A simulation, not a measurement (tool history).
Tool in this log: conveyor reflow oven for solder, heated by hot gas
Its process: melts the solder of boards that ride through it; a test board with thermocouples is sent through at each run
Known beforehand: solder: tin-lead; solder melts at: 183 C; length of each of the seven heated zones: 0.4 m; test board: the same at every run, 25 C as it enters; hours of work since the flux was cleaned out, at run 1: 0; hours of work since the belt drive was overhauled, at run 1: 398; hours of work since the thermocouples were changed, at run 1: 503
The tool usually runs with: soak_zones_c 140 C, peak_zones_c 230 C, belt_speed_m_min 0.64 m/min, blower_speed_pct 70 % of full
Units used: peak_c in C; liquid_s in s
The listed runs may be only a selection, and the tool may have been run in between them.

run	hour	soak_zones_c	peak_zones_c	belt_speed_m_min	blower_speed_pct	hours of work since the flux was cleaned out	hours of work since the belt drive was overhauled	hours of work since the thermocouples were changed	peak_c	liquid_s
1	0	140	230	0.64	70	0	398	503	210.6	51
2	20.2	140	230	0.64	70	14	413	517	210.1	50.4
3	38.8	140	230	0.64	70	28	426	531	210.4	50.5
4	57	140	230	0.64	70	41	439	544	210.1	50.6
5	71.2	140	230	0.64	74	51	449	554	211.2	51.4
6	89	153	230	0.64	74	64	462	567	214	59.4
7	114.4	140	235	0.64	70	82	480	585	214.5	53.3
8	128.4	140	229	0.758	70	92	490	595	203.6	34.6
9	146.7	140	229	0.758	70	105	503	608	203.6	34.6
10	171.8	140	229	0.758	70	123	521	626	203.5	34.2
11	190.6	138	229	0.577	70	136	535	639	212.3	58
12	217.6	138	229	0.577	70	156	554	659	212.2	57.4
13	229.4	146	232	0.518	67	164	562	667	218.9	74.8
14	245.1	140	230	0.64	77	175	574	678	211.9	51.8

Branching from run 14: 4 alternative next runs. What would each branch give?
A	262	140	230	0.58	77	187	586	690	?	?
B	262	154	230	0.64	58	187	586	690	?	?
C	262	140	230	0.617	74	187	586	690	?	?
D	262	140	221	0.593	70	187	586	690	?	?

run	peak_c	liquid_s
A	214.7	60.9
B	209.7	55.4
C	211.8	54.6
D	205.4	48.9
Without the tool's unlogged condition, the same runs would have read:
run	peak_c	liquid_s
A	214.8	61
B	209.8	55.5
C	211.9	54.7
D	205.5	49
